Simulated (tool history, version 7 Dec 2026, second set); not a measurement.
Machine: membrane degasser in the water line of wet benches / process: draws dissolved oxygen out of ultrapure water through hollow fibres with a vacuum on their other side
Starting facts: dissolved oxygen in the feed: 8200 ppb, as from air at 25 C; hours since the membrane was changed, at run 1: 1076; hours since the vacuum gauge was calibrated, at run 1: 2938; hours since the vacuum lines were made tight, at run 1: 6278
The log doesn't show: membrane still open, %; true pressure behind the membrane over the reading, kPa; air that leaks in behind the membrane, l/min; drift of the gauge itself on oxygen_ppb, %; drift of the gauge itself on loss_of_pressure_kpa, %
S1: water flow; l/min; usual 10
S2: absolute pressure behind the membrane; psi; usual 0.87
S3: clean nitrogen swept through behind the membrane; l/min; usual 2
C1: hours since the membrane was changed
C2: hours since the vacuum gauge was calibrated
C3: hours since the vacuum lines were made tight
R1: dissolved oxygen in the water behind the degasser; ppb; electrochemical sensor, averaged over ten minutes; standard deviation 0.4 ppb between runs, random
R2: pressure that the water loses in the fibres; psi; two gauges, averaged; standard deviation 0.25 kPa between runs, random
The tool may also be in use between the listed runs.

{"run": 1, "hour": 0.0, "S1": 10, "S2": 0.87, "S3": 2, "C1": 1076, "C2": 2938, "C3": 6278, "R1": 37.1, "R2": 9.802}
{"run": 2, "hour": 92.0, "S1": 10, "S2": 0.87, "S3": 2, "C1": 1168, "C2": 3030, "C3": 6370, "R1": 37.5, "R2": 9.796}
{"run": 3, "hour": 164.6, "S1": 10, "S2": 0.87, "S3": 2, "C1": 1240, "C2": 3102, "C3": 6443, "R1": 37, "R2": 9.821}
{"run": 4, "hour": 222.3, "S1": 10, "S2": 0.87, "S3": 2, "C1": 1298, "C2": 3160, "C3": 6501, "R1": 37, "R2": 9.806}
{"run": 5, "hour": 317.0, "S1": 10, "S2": 0.87, "S3": 2, "C1": 1393, "C2": 3255, "C3": 6595, "R1": 36.5, "R2": 9.836}
{"hour": 372.5, "done": "seals of the vacuum lines changed"}
{"run": 6, "hour": 393.9, "S1": 10, "S2": 0.87, "S3": 2, "C1": 1468, "C2": 3330, "C3": 21, "R1": 37.4, "R2": 9.832}
{"run": 7, "hour": 443.6, "S1": 10, "S2": 0.87, "S3": 2, "C1": 1517, "C2": 3379, "C3": 71, "R1": 37, "R2": 9.813}
{"run": 8, "hour": 488.6, "S1": 10, "S2": 0.87, "S3": 2, "C1": 1562, "C2": 3424, "C3": 116, "R1": 37.1, "R2": 9.77}
{"run": 9, "hour": 565.3, "S1": 10, "S2": 0.87, "S3": 2, "C1": 1639, "C2": 3501, "C3": 193, "R1": 37.1, "R2": 9.835}
{"run": 10, "hour": 654.0, "S1": 10, "S2": 0.87, "S3": 2, "C1": 1728, "C2": 3590, "C3": 282, "R1": 37.7, "R2": 9.879}
{"run": 11, "hour": 743.7, "S1": 10, "S2": 0.87, "S3": 1.74, "C1": 1818, "C2": 3679, "C3": 371, "R1": 41.5, "R2": 9.774}
{"run": 12, "hour": 822.1, "S1": 10, "S2": 0.87, "S3": 1.74, "C1": 1896, "C2": 3758, "C3": 450, "R1": 41.4, "R2": 9.781}
{"run": 13, "hour": 907.9, "S1": 10, "S2": 0.87, "S3": 1.74, "C1": 1982, "C2": 3844, "C3": 535, "R1": 42, "R2": 9.781}
{"run": 14, "hour": 993.2, "S1": 10, "S2": 0.87, "S3": 1.74, "C1": 2067, "C2": 3929, "C3": 621, "R1": 41.3, "R2": 9.748}
{"run": 15, "hour": 1053.1, "S1": 10, "S2": 1.081, "S3": 1.8, "C1": 2127, "C2": 3989, "C3": 681, "R1": 59.7, "R2": 9.744}
{"run": 16, "hour": 1124.8, "S1": 10, "S2": 1.081, "S3": 1.8, "C1": 2199, "C2": 4061, "C3": 752, "R1": 60, "R2": 9.831}
{"run": 17, "hour": 1199.0, "S1": 10, "S2": 1.201, "S3": 4.02, "C1": 2273, "C2": 4135, "C3": 827, "R1": 33.7, "R2": 9.802}
{"run": 18, "hour": 1244.3, "S1": 10, "S2": 1.201, "S3": 4.02, "C1": 2318, "C2": 4180, "C3": 872, "R1": 33.3, "R2": 9.793}
{"run": 19, "hour": 1285.0, "S1": 10, "S2": 0.615, "S3": 2, "C1": 2359, "C2": 4221, "C3": 913, "R1": 15.5, "R2": 9.776}
{"run": 20, "hour": 1330.1, "S1": 10, "S2": 0.615, "S3": 2, "C1": 2404, "C2": 4266, "C3": 958, "R1": 15.6, "R2": 9.848}
{"run": 21, "hour": 1398.8, "S1": 10, "S2": 0.615, "S3": 2, "C1": 2473, "C2": 4335, "C3": 1026, "R1": 15.5, "R2": 9.839}
{"run": 22, "hour": 1437.0, "S1": 10, "S2": 0.615, "S3": 2, "C1": 2511, "C2": 4373, "C3": 1064, "R1": 15.2, "R2": 9.832}
{"run": 23, "hour": 1528.6, "S1": 10, "S2": 1.812, "S3": 1.93, "C1": 2602, "C2": 4464, "C3": 1156, "R1": 120.1, "R2": 9.841}
{"run": 24, "hour": 1579.5, "S1": 10, "S2": 0.599, "S3": 1.38, "C1": 2653, "C2": 4515, "C3": 1207, "R1": 18.9, "R2": 9.829}

5 ways to go on from here, each from the tool as it stands after run 24. What would each give?
{"run": "A", "hour": 1623.3, "S1": 10, "S2": 2.057, "S3": 2, "C1": 2697, "C2": 4559, "C3": 1251, "R1": "?", "R2": "?"}
{"run": "B", "hour": 1623.3, "S1": 6, "S2": 0.599, "S3": 0.88, "C1": 2697, "C2": 4559, "C3": 1251, "R1": "?", "R2": "?"}
{"run": "C", "hour": 1623.3, "S1": 10, "S2": 0.87, "S3": 4.29, "C1": 2697, "C2": 4559, "C3": 1251, "R1": "?", "R2": "?"}
{"run": "D", "hour": 1623.3, "S1": 10, "S2": 0.87, "S3": 2, "C1": 2697, "C2": 4559, "C3": 1251, "R1": "?", "R2": "?"}
{"run": "E", "hour": 1623.3, "S1": 12, "S2": 1.398, "S3": 1.35, "C1": 2697, "C2": 4559, "C3": 1251, "R1": "?", "R2": "?"}

run=A R1=133.4 R2=9.76
run=B R1=15.5 R2=5.883
run=C R1=18.6 R2=9.784
run=D R1=36.8 R2=9.832
run=E R1=140 R2=11.734
Had the tool no hidden state, the same runs would have come out as:
run=A R1=133.4 R2=9.755
run=B R1=15.4 R2=5.881
run=C R1=18.6 R2=9.781
run=D R1=36.8 R2=9.829
run=E R1=139.9 R2=11.729

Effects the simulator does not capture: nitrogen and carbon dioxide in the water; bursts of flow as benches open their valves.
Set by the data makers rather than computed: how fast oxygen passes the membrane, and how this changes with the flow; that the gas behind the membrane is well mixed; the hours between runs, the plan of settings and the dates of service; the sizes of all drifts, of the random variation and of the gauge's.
